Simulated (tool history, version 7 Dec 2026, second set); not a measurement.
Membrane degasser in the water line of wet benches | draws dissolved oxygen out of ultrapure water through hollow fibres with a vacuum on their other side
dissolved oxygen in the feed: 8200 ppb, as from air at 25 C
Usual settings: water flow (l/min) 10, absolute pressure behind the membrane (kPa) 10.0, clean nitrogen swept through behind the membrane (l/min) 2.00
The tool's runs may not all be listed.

| run | hour | water flow (l/min) | absolute pressure behind the membrane (kPa) | clean nitrogen swept through behind the membrane (l/min) | dissolved oxygen in the water behind the degasser (ppb) | pressure that the water loses in the fibres (kPa) |
|---|---|---|---|---|---|---|
| 1 | 0.0 | 10 | 10.0 | 2.00 | 86.0 | 66.34 |
| 2 | 159.9 | 10 | 10.0 | 2.67 | 65.6 | 66.73 |
| 3 | 401.6 | 10 | 10.0 | 2.00 | 86.5 | 66.07 |
| 4 | 585.3 | 10 | 10.0 | 2.00 | 87.1 | 66.71 |
| 5 | 754.4 | 10 | 10.0 | 2.00 | 87.3 | 66.81 |
| 6 | 877.5 | 10 | 10.0 | 3.76 | 48.6 | 66.72 |
| 7 | 1132.0 | 10 | 10.0 | 2.00 | 87.8 | 66.92 |
| 8 | 1284.4 | 10 | 10.0 | 2.00 | 87.3 | 66.68 |
| 9 | 1459.1 | 10 | 10.0 | 2.00 | 88.0 | 66.69 |
| 10 | 1706.2 | 10 | 10.0 | 2.00 | 88.2 | 67.55 |
| 11 | 1992.4 | 10 | 17.1 | 2.00 | 175.9 | 67.53 |
| 12 | 2236.2 | 10 | 17.1 | 2.00 | 176.7 | 67.72 |
| 13 | 2514.3 | 10 | 17.1 | 2.00 | 177.5 | 67.57 |
| 14 | 2662.6 | 10 | 10.0 | 2.83 | 65.3 | 67.71 |
| 15 | 2780.7 | 10 | 10.0 | 0.98 | 171.4 | 67.57 |
| 16 | 2995.7 | 15 | 10.0 | 2.00 | 151.6 | 101.76 |
|  | 3163.7 | seals of the vacuum lines changed |
| 17 | 3262.4 | 9 | 10.0 | 4.52 | 35.6 | 60.97 |
| 18 | 3504.9 | 8 | 10.0 | 1.78 | 76.5 | 54.66 |
| 19 | 3712.0 | 9 | 11.5 | 1.15 | 156.3 | 61.49 |
|  | 3735.0 | vacuum gauge calibrated |
| 20 | 3913.4 | 12 | 11.5 | 1.15 | 212.0 | 82.52 |
| 21 | 4194.4 | 12 | 11.5 | 1.15 | 213.4 | 81.90 |
| 22 | 4357.9 | 9 | 6.6 | 2.55 | 32.6 | 61.52 |
| 23 | 4516.2 | 9 | 6.6 | 2.55 | 32.0 | 61.61 |
| 24 | 4670.5 | 9 | 6.6 | 2.55 | 32.6 | 62.17 |
| 25 | 4790.1 | 9 | 6.6 | 2.55 | 32.7 | 61.73 |
| 26 | 4939.9 | 9 | 6.6 | 2.55 | 32.9 | 61.97 |
|  | 5041.0 | vacuum gauge calibrated, once more |
| 27 | 5219.3 | 9 | 22.2 | 1.66 | 249.7 | 62.14 |
| 28 | 5390.4 | 9 | 23.0 | 2.04 | 215.3 | 62.26 |
| 29 | 5528.6 | 9 | 16.4 | 2.04 | 146.3 | 62.50 |
| 30 | 5677.8 | 14 | 16.4 | 2.04 | 241.0 | 97.14 |
| 31 | 5884.1 | 14 | 16.4 | 2.04 | 238.3 | 97.21 |
| 32 | 6013.6 | 8 | 7.6 | 5.51 | 17.4 | 55.47 |

4 ways to go on from here, each from the tool as it stands after run 32. What would each give?
| A | 6142.2 | 10 | 10.0 | 1.08 | ? | ? |
| B | 6142.2 | 10 | 10.3 | 1.14 | ? | ? |
| C | 6142.2 | 12 | 8.8 | 5.92 | ? | ? |
| D | 6142.2 | 13 | 10.7 | 5.79 | ? | ? |

| run | dissolved oxygen in the water behind the degasser (ppb) | pressure that the water loses in the fibres (kPa) |
|---|---|---|
| A | 155.5 | 69.06 |
| B | 154.8 | 69.75 |
| C | 39.0 | 83.53 |
| D | 58.4 | 90.41 |
Without the tool's hidden state the same runs would have given:
| run | dissolved oxygen in the water behind the degasser (ppb) | pressure that the water loses in the fibres (kPa) |
|---|---|---|
| A | 149.4 | 64.96 |
| B | 148.8 | 65.64 |
| C | 34.5 | 78.60 |
| D | 52.1 | 85.07 |
